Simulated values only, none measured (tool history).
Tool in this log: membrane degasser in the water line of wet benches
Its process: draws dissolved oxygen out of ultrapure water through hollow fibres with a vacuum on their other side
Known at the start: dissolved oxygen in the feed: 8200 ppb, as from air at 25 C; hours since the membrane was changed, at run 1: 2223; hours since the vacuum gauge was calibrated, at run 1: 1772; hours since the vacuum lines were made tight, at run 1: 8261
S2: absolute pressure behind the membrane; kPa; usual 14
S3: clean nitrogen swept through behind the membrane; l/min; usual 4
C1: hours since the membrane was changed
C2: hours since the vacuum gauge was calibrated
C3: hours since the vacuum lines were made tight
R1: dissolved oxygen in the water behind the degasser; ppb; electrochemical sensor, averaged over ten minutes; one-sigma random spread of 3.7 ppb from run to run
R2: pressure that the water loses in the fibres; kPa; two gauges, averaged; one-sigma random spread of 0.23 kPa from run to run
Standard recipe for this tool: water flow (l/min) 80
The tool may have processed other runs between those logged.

Run 1, hour 0: usual settings; C1 2223; C2 1772; C3 8261. Result: R1 528.2 ppb, R2 57.72 kPa.
Run 2, hour 35.4: usual settings but water flow (l/min) 55; C1 2258; C2 1808; C3 8296. Result: R1 367.5 ppb, R2 39.81 kPa.
Run 3, hour 79.3: usual settings but water flow (l/min) 55; C1 2302; C2 1852; C3 8340. Result: R1 367.7 ppb, R2 40.1 kPa.
Run 4, hour 141.9: usual settings but water flow (l/min) 55; C1 2365; C2 1914; C3 8403. Result: R1 367.5 ppb, R2 39.83 kPa.
Run 5, hour 187.9: usual settings but water flow (l/min) 81; C1 2411; C2 1960; C3 8449. Result: R1 528.4 ppb, R2 58.51 kPa.
Run 6, hour 243.6: usual settings but water flow (l/min) 81; C1 2467; C2 2016; C3 8504. Result: R1 524.2 ppb, R2 58.61 kPa.
Run 7, hour 305.8: usual settings but water flow (l/min) 81; C1 2529; C2 2078; C3 8566. Result: R1 532.9 ppb, R2 58.51 kPa.
Run 8, hour 351.2: usual settings but water flow (l/min) 71; C1 2574; C2 2124; C3 8612. Result: R1 472.6 ppb, R2 51.4 kPa.
Run 9, hour 419.3: usual settings but water flow (l/min) 69, S2 12.3 kPa, S3 6.96 l/min; C1 2642; C2 2192; C3 8680. Result: R1 267.1 ppb, R2 49.72 kPa.
At hour 423.4: vacuum gauge calibrated.
Run 10, hour 460.3: usual settings but water flow (l/min) 58, S2 26 kPa, S3 11.1 l/min; C1 2683; C2 37; C3 8720. Result: R1 321.6 ppb, R2 41.95 kPa.
Run 11, hour 514.3: usual settings but water flow (l/min) 58, S2 26 kPa, S3 11.1 l/min; C1 2737; C2 91; C3 8774. Result: R1 321.4 ppb, R2 42.43 kPa.
Run 12, hour 548.7: usual settings but water flow (l/min) 54, S2 22.1 kPa, S3 4.06 l/min; C1 2771; C2 125; C3 8809. Result: R1 585.9 ppb, R2 39.06 kPa.
Run 13, hour 580.8: usual settings but water flow (l/min) 63, S2 28.5 kPa, S3 4.06 l/min; C1 2803; C2 157; C3 8841. Result: R1 857.4 ppb, R2 45.56 kPa.
Run 14, hour 657: usual settings but water flow (l/min) 63, S2 32.5 kPa, S3 1.77 l/min; C1 2879; C2 234; C3 8917. Result: R1 1802.7 ppb, R2 45.9 kPa.
Run 15, hour 704.3: usual settings but water flow (l/min) 65, S2 12.2 kPa; C1 2927; C2 281; C3 8965. Result: R1 375.1 ppb, R2 47.31 kPa.

Alternative continuations, all from the tool just after run 15; predict every row:
Run A, hour 738.6: usual settings but water flow (l/min) 83, S2 14.9 kPa, S3 4.5 l/min; C1 2961; C2 315; C3 8999. Result: R1 ?, R2 ?.
Run B, hour 738.6: usual settings but water flow (l/min) 65, S2 12.2 kPa, S3 8.16 l/min; C1 2961; C2 315; C3 8999. Result: R1 ?, R2 ?.
Run C, hour 738.6: usual settings but water flow (l/min) 102, S2 11.1 kPa; C1 2961; C2 315; C3 8999. Result: R1 ?, R2 ?.
Run D, hour 738.6: usual settings but water flow (l/min) 49, S2 22.1 kPa; C1 2961; C2 315; C3 8999. Result: R1 ?, R2 ?.
Run E, hour 738.6: usual settings but water flow (l/min) 65, S2 10.9 kPa, S3 1.93 l/min; C1 2961; C2 315; C3 8999. Result: R1 ?, R2 ?.

run     R1     R2
  A  536.8  60.54
  B    221  46.91
  C  516.9  74.25
  D  544.8  35.82
  E  551.4  46.65
Without the tool's hidden state the same runs would have given:
run     R1     R2
  A    529  59.76
  B  215.8  46.31
  C  507.4   73.3
  D  538.7  35.37
  E  543.5  46.05
